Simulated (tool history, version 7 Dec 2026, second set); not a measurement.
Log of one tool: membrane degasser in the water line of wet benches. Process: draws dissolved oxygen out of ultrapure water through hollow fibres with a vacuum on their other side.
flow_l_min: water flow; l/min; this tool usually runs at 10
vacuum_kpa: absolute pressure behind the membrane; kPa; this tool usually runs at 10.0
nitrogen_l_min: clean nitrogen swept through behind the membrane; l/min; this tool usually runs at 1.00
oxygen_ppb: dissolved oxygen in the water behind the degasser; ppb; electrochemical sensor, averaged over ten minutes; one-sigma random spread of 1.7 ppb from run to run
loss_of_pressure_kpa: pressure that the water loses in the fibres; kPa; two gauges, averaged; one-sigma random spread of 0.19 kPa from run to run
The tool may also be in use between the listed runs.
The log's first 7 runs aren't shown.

| run | hour | flow_l_min | vacuum_kpa | nitrogen_l_min | oxygen_ppb | loss_of_pressure_kpa |
|---|---|---|---|---|---|---|
| 8 | 678.8 | 10 | 23.2 | 1.00 | 461.9 | 39.30 |
| 9 | 773.5 | 10 | 10.0 | 0.49 | 306.7 | 39.24 |
| 10 | 909.4 | 10 | 10.0 | 0.49 | 313.1 | 39.00 |
| 11 | 1016.5 | 15 | 10.0 | 1.00 | 253.0 | 58.27 |
| 12 | 1097.0 | 10 | 6.9 | 1.00 | 97.1 | 39.06 |
| 13 | 1173.9 | 10 | 6.9 | 1.00 | 97.6 | 38.94 |
| 14 | 1279.3 | 10 | 6.9 | 1.00 | 94.8 | 38.59 |
| 15 | 1353.1 | 10 | 6.9 | 1.00 | 98.1 | 38.88 |
| 16 | 1476.7 | 10 | 6.9 | 1.00 | 97.2 | 38.81 |
| 17 | 1549.8 | 11 | 15.4 | 1.00 | 315.0 | 43.11 |
| 18 | 1649.9 | 15 | 15.4 | 1.00 | 425.3 | 57.66 |
| 19 | 1756.8 | 10 | 10.0 | 0.66 | 237.1 | 38.37 |
| 20 | 1845.7 | 10 | 10.0 | 0.66 | 241.5 | 38.24 |
| 21 | 1905.7 | 9 | 20.4 | 1.00 | 362.2 | 35.03 |
| 22 | 1972.7 | 10 | 20.7 | 1.00 | 397.2 | 38.49 |
| 23 | 2071.7 | 10 | 20.7 | 1.00 | 413.6 | 38.65 |
| 24 | 2162.8 | 13 | 11.3 | 1.00 | 257.0 | 50.11 |
| 25 | 2263.5 | 15 | 10.1 | 1.00 | 256.6 | 57.46 |
| 26 | 2363.2 | 8 | 16.5 | 2.02 | 133.4 | 30.59 |
| 27 | 2441.1 | 16 | 10.0 | 2.84 | 120.8 | 61.14 |
| 28 | 2512.2 | 16 | 10.0 | 2.84 | 122.1 | 61.63 |
| 29 | 2617.5 | 10 | 24.4 | 1.56 | 328.2 | 38.17 |
|  | 2689.8 | gauge calibrated |
| 30 | 2689.8 | 10 | 11.4 | 1.88 | 114.2 | 39.36 |
| 31 | 2773.7 | 10 | 11.4 | 1.88 | 116.3 | 39.42 |
| 32 | 2862.0 | 10 | 11.4 | 1.88 | 115.3 | 38.90 |

Each row is a separate what-if for the run after 32, all from the same tool condition, not one after another. Results?
| A | 2924.5 | 15 | 11.4 | 1.16 | ? | ? |
| B | 2924.5 | 9 | 10.0 | 2.63 | ? | ? |
| C | 2924.5 | 10 | 7.5 | 0.41 | ? | ? |
| D | 2924.5 | 8 | 10.0 | 0.93 | ? | ? |

| run | oxygen_ppb | loss_of_pressure_kpa |
|---|---|---|
| A | 265.1 | 58.72 |
| B | 64.2 | 35.38 |
| C | 233.4 | 39.18 |
| D | 145.1 | 31.20 |
Stripped of hidden state, with their random variation kept, the same runs would have yielded:
| run | oxygen_ppb | loss_of_pressure_kpa |
|---|---|---|
| A | 264.9 | 58.81 |
| B | 64.2 | 35.43 |
| C | 233.2 | 39.24 |
| D | 145.0 | 31.25 |

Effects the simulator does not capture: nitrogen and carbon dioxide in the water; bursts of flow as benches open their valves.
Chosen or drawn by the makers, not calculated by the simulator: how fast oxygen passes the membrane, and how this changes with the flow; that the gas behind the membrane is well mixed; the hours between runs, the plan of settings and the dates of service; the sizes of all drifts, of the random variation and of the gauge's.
